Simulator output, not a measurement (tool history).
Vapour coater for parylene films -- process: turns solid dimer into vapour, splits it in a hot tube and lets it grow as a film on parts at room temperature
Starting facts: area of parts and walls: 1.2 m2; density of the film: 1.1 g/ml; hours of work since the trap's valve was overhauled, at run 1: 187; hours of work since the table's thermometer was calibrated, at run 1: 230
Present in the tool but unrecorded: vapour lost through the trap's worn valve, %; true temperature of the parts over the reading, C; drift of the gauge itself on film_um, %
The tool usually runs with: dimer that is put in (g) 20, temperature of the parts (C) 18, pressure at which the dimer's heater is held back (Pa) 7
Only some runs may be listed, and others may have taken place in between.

| run | hour | dimer that is put in (g) | temperature of the parts (C) | pressure at which the dimer's heater is held back (Pa) | hours of work since the trap's valve was overhauled | hours of work since the table's thermometer was calibrated | thickness of the film (µm) |
|---|---|---|---|---|---|---|---|
| 1 | 0 | 20 | 18 | 7 | 187 | 230 | 6.46 |
| 2 | 12.5 | 9 | 18 | 7 | 196 | 238 | 2.89 |
| 3 | 33.3 | 20 | 18 | 7 | 210 | 252 | 6.39 |
| 4 | 56.7 | 20 | 18 | 7 | 225 | 268 | 6.5 |
| 5 | 72.8 | 20 | 19 | 7 | 236 | 279 | 6.22 |
| 6 | 93.3 | 20 | 19 | 7 | 250 | 293 | 6.29 |
| 7 | 112.1 | 20 | 19 | 7 | 263 | 305 | 6.35 |
| 8 | 124.3 | 20 | 19 | 7 | 271 | 313 | 6.23 |
| 9 | 138.3 | 20 | 18 | 7 | 280 | 323 | 6.52 |
| 10 | 158.4 | 20 | 18 | 7 | 294 | 336 | 6.43 |
| 11 | 175.3 | 20 | 18 | 7 | 305 | 348 | 6.41 |
| 12 | 189.7 | 20 | 18 | 7 | 315 | 358 | 6.35 |
| 13 | 214 | 20 | 18 | 7 | 331 | 374 | 6.48 |
| 14 | 230.4 | 20 | 18 | 2.36 | 343 | 385 | 7.42 |
| 15 | 253.6 | 20 | 18 | 2.36 | 358 | 401 | 7.39 |
| 16 | 276.3 | 20 | 18 | 7 | 373 | 416 | 6.33 |
| 17 | 294 | 20 | 18 | 7 | 385 | 428 | 6.34 |
| 18 | 314.9 | 20 | 18 | 7 | 399 | 442 | 6.31 |
| 19 | 337.6 | 20 | 18 | 7 | 415 | 457 | 6.37 |
| 20 | 360.6 | 20 | 18 | 7 | 430 | 473 | 6.36 |
| 21 | 373.8 | 20 | 18 | 11.11 | 439 | 482 | 5.9 |
| 22 | 388.8 | 20 | 18 | 11.11 | 449 | 492 | 5.96 |
| 23 | 410 | 20 | 18 | 11.11 | 464 | 506 | 5.91 |
| 24 | 429.9 | 20 | 18 | 11.11 | 477 | 519 | 5.93 |
|  | 436.1 | trap's valve overhauled |
| 25 | 456.9 | 20 | 18 | 2.83 | 14 | 535 | 6.91 |
| 26 | 473.9 | 20 | 18 | 2.83 | 26 | 546 | 6.94 |
| 27 | 484.7 | 8 | 25 | 7 | 33 | 554 | 2.08 |
| 28 | 502.5 | 20 | 25 | 5.66 | 45 | 566 | 5.29 |
| 29 | 522.5 | 18 | 23 | 5.08 | 58 | 579 | 4.99 |
|  | 536.1 | trap's valve overhauled, once more |
| 30 | 543.3 | 13 | 23 | 4.58 | 5 | 590 | 4.01 |
| 31 | 567.3 | 20 | 17 | 10.66 | 21 | 607 | 6.27 |
| 32 | 591.5 | 21 | 18 | 10.59 | 37 | 623 | 6.55 |
| 33 | 610.3 | 22 | 12 | 2.1 | 50 | 635 | 9.81 |
| 34 | 628.4 | 20 | 18 | 5.31 | 62 | 648 | 6.78 |
| 35 | 644 | 20 | 11 | 7 | 73 | 658 | 7.71 |
| 36 | 668.3 | 31 | 17 | 4.77 | 89 | 675 | 10.77 |
| 37 | 686.2 | 31 | 17 | 4.77 | 101 | 687 | 11.06 |
| 38 | 709.7 | 32 | 24 | 9.86 | 117 | 702 | 8.59 |
| 39 | 732 | 20 | 22 | 7 | 132 | 717 | 5.8 |
| 40 | 742.2 | 14 | 19 | 7 | 139 | 724 | 4.37 |
| 41 | 754.8 | 19 | 16 | 5.01 | 147 | 733 | 6.76 |
| 42 | 771.9 | 20 | 18 | 2.88 | 159 | 744 | 7.35 |
| 43 | 795.3 | 20 | 11 | 2.43 | 175 | 760 | 8.69 |
| 44 | 809.4 | 20 | 11 | 2.43 | 184 | 770 | 8.81 |
| 45 | 833.2 | 23 | 13 | 7 | 200 | 786 | 8.28 |
| 46 | 854.7 | 23 | 13 | 7 | 215 | 800 | 8.31 |
| 47 | 876.6 | 14 | 18 | 2.3 | 229 | 815 | 5.17 |

Subtracting, for every run, the result it would have given without the tool's unlogged condition from the measured result gives the following. The same run-to-run variation enters both numbers; the gauge's scatter may not:
| run | thickness of the film (µm) |
|---|---|
| 1 | -0.13 |
| 2 | -0.06 |
| 3 | -0.14 |
| 4 | -0.15 |
| 5 | -0.15 |
| 6 | -0.17 |
| 7 | -0.18 |
| 8 | -0.18 |
| 9 | -0.19 |
| 10 | -0.2 |
| 11 | -0.2 |
| 12 | -0.21 |
| 13 | -0.22 |
| 14 | -0.27 |
| 15 | -0.28 |
| 16 | -0.25 |
| 17 | -0.26 |
| 18 | -0.26 |
| 19 | -0.27 |
| 20 | -0.29 |
| 21 | -0.27 |
| 22 | -0.28 |
| 23 | -0.29 |
| 24 | -0.29 |
| 25 | -0.53 |
| 26 | -0.54 |
| 27 | -0.16 |
| 28 | -0.42 |
| 29 | -0.41 |
| 30 | -0.04 |
| 31 | -0.07 |
| 32 | -0.08 |
| 33 | -0.15 |
| 34 | -0.11 |
| 35 | -0.13 |
| 36 | -0.2 |
| 37 | -0.22 |
| 38 | -0.19 |
| 39 | -0.13 |
| 40 | -0.1 |
| 41 | -0.17 |
| 42 | -0.19 |
| 43 | -0.24 |
| 44 | -0.26 |
| 45 | -0.25 |
| 46 | -0.26 |
| 47 | -0.17 |
